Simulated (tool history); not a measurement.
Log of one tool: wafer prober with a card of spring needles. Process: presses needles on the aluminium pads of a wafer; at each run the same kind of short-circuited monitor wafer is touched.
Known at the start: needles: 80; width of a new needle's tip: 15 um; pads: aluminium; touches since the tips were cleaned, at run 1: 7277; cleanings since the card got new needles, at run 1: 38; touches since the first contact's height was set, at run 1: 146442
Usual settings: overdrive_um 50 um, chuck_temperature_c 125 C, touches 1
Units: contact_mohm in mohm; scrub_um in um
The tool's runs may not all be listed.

run	hour	overdrive_um	chuck_temperature_c	touches	touches since the tips were cleaned	cleanings since the card got new needles	touches since the first contact's height was set	contact_mohm	scrub_um
1	0	50	125	1	7277	38	146442	298	7.01
# hour 4.1: tips cleaned on abrasive film
# hour 24.2: tips cleaned on abrasive film
# hour 40.3: tips cleaned on abrasive film
# hour 60.1: tips cleaned on abrasive film
2	60.1	50	125	1	0	42	173787	296	7.01
# hour 79.7: tips cleaned on abrasive film
# hour 91.8: height of the first contact set anew
# hour 99.9: tips cleaned on abrasive film
# hour 119.6: tips cleaned on abrasive film
3	127	50	125	1	3416	45	16057	290	7.01
# hour 139.1: tips cleaned on abrasive film
# hour 155.2: tips cleaned on abrasive film
# hour 175.2: tips cleaned on abrasive film
4	175.3	50	125	1	48	48	38020	293	7.02
# hour 191.3: tips cleaned on abrasive film
# hour 211.4: tips cleaned on abrasive film
# hour 230.4: tips cleaned on abrasive film
# hour 246.5: tips cleaned on abrasive film
5	255.1	50	125	3	3947	52	74404	292	6.99
# hour 262.7: tips cleaned on abrasive film
# hour 278.8: tips cleaned on abrasive film
# hour 294.9: tips cleaned on abrasive film
# hour 314.8: tips cleaned on abrasive film
6	315.7	50	125	3	398	56	101949	293	6.99
# hour 331.8: tips cleaned on abrasive film
# hour 351.8: tips cleaned on abrasive film
# hour 367.9: tips cleaned on abrasive film
7	382.5	50	125	3	6691	59	132400	288	6.98
# hour 386.6: tips cleaned on abrasive film
# hour 406.4: tips cleaned on abrasive film
# hour 426: tips cleaned on abrasive film
# hour 442.1: tips cleaned on abrasive film
8	456.2	50	125	3	6496	63	165998	298	7.01
# hour 460.3: tips cleaned on abrasive film
# hour 480.4: tips cleaned on abrasive film
# hour 500.5: tips cleaned on abrasive film
# hour 504.8: height of the first contact set anew
# hour 520.8: tips cleaned on abrasive film
9	522.1	50	125	3	587	67	7889	291	6.99
# hour 538.1: tips cleaned on abrasive film
# hour 558: tips cleaned on abrasive film
10	567.8	56	125	3	4495	69	28744	295	7.81
# hour 575.9: tips cleaned on abrasive film
# hour 592: tips cleaned on abrasive film
# hour 612.1: tips cleaned on abrasive film
# hour 632.2: tips cleaned on abrasive film
11	636.9	50	125	2	2136	73	60171	295	6.98
# hour 649: tips cleaned on abrasive film
# hour 669: tips cleaned on abrasive film
# hour 688.5: tips cleaned on abrasive film
# hour 708.2: tips cleaned on abrasive film
12	721.3	50	125	2	5975	77	98639	296	7.02
# hour 725.4: tips cleaned on abrasive film
# hour 745.4: tips cleaned on abrasive film
# hour 765.5: tips cleaned on abrasive film
# hour 785.6: tips cleaned on abrasive film
13	789	56	125	1	1557	81	129496	291	7.85
# hour 805.1: tips cleaned on abrasive film
# hour 824: tips cleaned on abrasive film
14	824	54	125	1	0	83	145403	287	7.54
# hour 843.8: tips cleaned on abrasive film
# hour 863.9: tips cleaned on abrasive film
15	875	54	81	1	5093	85	168687	279	7.59
# hour 883.1: tips cleaned on abrasive film
# hour 903.2: tips cleaned on abrasive film
# hour 919.4: height of the first contact set anew
# hour 923.5: tips cleaned on abrasive film
16	932.9	34	103	1	4344	88	6176	301	4.77
# hour 941: tips cleaned on abrasive film
# hour 961.1: tips cleaned on abrasive film
# hour 981.2: tips cleaned on abrasive film
# hour 997.3: tips cleaned on abrasive film
# hour 1015.3: tips cleaned on abrasive film
17	1015.3	34	103	1	0	93	43645	295	4.78

Run 18 comes next. What will it give?
# hour 1034.8: tips cleaned on abrasive film
# hour 1054.6: tips cleaned on abrasive film
18	1054.6	34	103	1	0	95	61560	?	?

{"run 18": {"contact_mohm": 303, "scrub_um": 4.73}}
Without the tool's hidden state the same run would have given contact_mohm 303 mohm, scrub_um 4.73 um.
